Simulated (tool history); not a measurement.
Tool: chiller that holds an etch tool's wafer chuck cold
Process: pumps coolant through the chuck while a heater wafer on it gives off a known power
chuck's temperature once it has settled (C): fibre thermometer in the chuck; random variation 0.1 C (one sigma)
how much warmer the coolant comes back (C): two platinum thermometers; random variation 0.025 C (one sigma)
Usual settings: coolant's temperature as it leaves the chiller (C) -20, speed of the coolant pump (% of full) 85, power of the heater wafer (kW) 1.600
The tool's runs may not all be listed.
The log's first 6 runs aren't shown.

| run | hour | coolant's temperature as it leaves the chiller (C) | speed of the coolant pump (% of full) | power of the heater wafer (kW) | hours since the coolant was changed and the channels were flushed | hours since the pump was overhauled | hours since the chiller's thermometer was calibrated | chuck's temperature once it has settled (C) | how much warmer the coolant comes back (C) |
|---|---|---|---|---|---|---|---|---|---|
| 7 | 702.7 | -20 | 85 | 1.600 | 787 | 1536 | 502 | -5.7 | 3.41 |
| 8 | 874.5 | -20 | 85 | 1.600 | 959 | 1708 | 674 | -5.9 | 3.42 |
| 9 | 1050.3 | -20 | 85 | 1.600 | 1135 | 1883 | 850 | -5.8 | 3.46 |
| 10 | 1185.8 | -20 | 85 | 1.600 | 1271 | 2019 | 985 | -5.7 | 3.44 |
| 11 | 1379.2 | -16 | 85 | 1.600 | 1464 | 2212 | 1179 | -1.7 | 3.45 |
| 12 | 1496.2 | -20 | 85 | 0.971 | 1581 | 2329 | 1296 | -11.5 | 2.07 |
| 13 | 1591.4 | -18 | 85 | 1.600 | 1676 | 2425 | 1391 | -3.8 | 3.42 |
| 14 | 1678.3 | -18 | 85 | 1.600 | 1763 | 2512 | 1478 | -3.9 | 3.42 |
| 15 | 1798.1 | -18 | 85 | 1.600 | 1883 | 2631 | 1598 | -3.8 | 3.41 |
| 16 | 1973.9 | -18 | 85 | 1.600 | 2059 | 2807 | 1773 | -3.8 | 3.43 |
| 17 | 2163.0 | -20 | 79 | 0.860 | 2248 | 2996 | 1963 | -11.9 | 2.03 |
| 18 | 2248.6 | -16 | 72 | 1.600 | 2333 | 3082 | 2048 | 0.0 | 4.05 |
| 19 | 2375.2 | -28 | 90 | 1.600 | 2460 | 3208 | 2175 | -14.7 | 3.24 |
| 20 | 2472.2 | -22 | 68 | 1.600 | 2557 | 3305 | 2272 | -5.4 | 4.30 |
| 21 | 2567.7 | -29 | 69 | 1.184 | 2652 | 3401 | 2367 | -17.0 | 3.13 |
| 22 | 2666.7 | -20 | 82 | 1.184 | 2751 | 3500 | 2466 | -9.3 | 2.62 |
| 23 | 2849.7 | -20 | 82 | 1.511 | 2934 | 3683 | 2649 | -6.3 | 3.35 |
| 24 | 2998.7 | -11 | 95 | 1.600 | 3083 | 3832 | 2798 | 1.9 | 3.08 |
|  | 3045.0 | coolant pump overhauled |
| 25 | 3143.9 | -20 | 74 | 1.903 | 3224 | 99 | 2938 | -1.5 | 4.64 |
| 26 | 3259.4 | -20 | 74 | 1.903 | 3339 | 214 | 3054 | -1.5 | 4.67 |
| 27 | 3342.0 | -17 | 77 | 1.349 | 3422 | 297 | 3137 | -4.2 | 3.19 |
| 28 | 3490.0 | -20 | 66 | 1.983 | 3570 | 445 | 3285 | 1.1 | 5.54 |
| 29 | 3678.1 | -14 | 76 | 1.600 | 3758 | 633 | 3473 | 1.1 | 3.80 |
| 30 | 3767.9 | -14 | 76 | 1.600 | 3848 | 723 | 3562 | 1.3 | 3.90 |
| 31 | 3887.8 | -14 | 76 | 1.600 | 3968 | 843 | 3682 | 1.2 | 3.82 |

Forecast each of these 4 alternatives for the next run:
| A | 4090.0 | -19 | 76 | 1.454 | 4170 | 1045 | 3885 | ? | ? |
| B | 4090.0 | -20 | 85 | 2.296 | 4170 | 1045 | 3885 | ? | ? |
| C | 4090.0 | -28 | 85 | 1.600 | 4170 | 1045 | 3885 | ? | ? |
| D | 4090.0 | -20 | 85 | 1.585 | 4170 | 1045 | 3885 | ? | ? |

| run | chuck's temperature once it has settled (C) | how much warmer the coolant comes back (C) |
|---|---|---|
| A | -5.1 | 3.47 |
| B | 0.2 | 4.91 |
| C | -13.9 | 3.39 |
| D | -5.9 | 3.30 |
Without the tool's hidden state the same runs would have given:
| run | chuck's temperature once it has settled (C) | how much warmer the coolant comes back (C) |
|---|---|---|
| A | -5.2 | 3.47 |
| B | 0.1 | 4.91 |
| C | -13.9 | 3.39 |
| D | -5.9 | 3.30 |
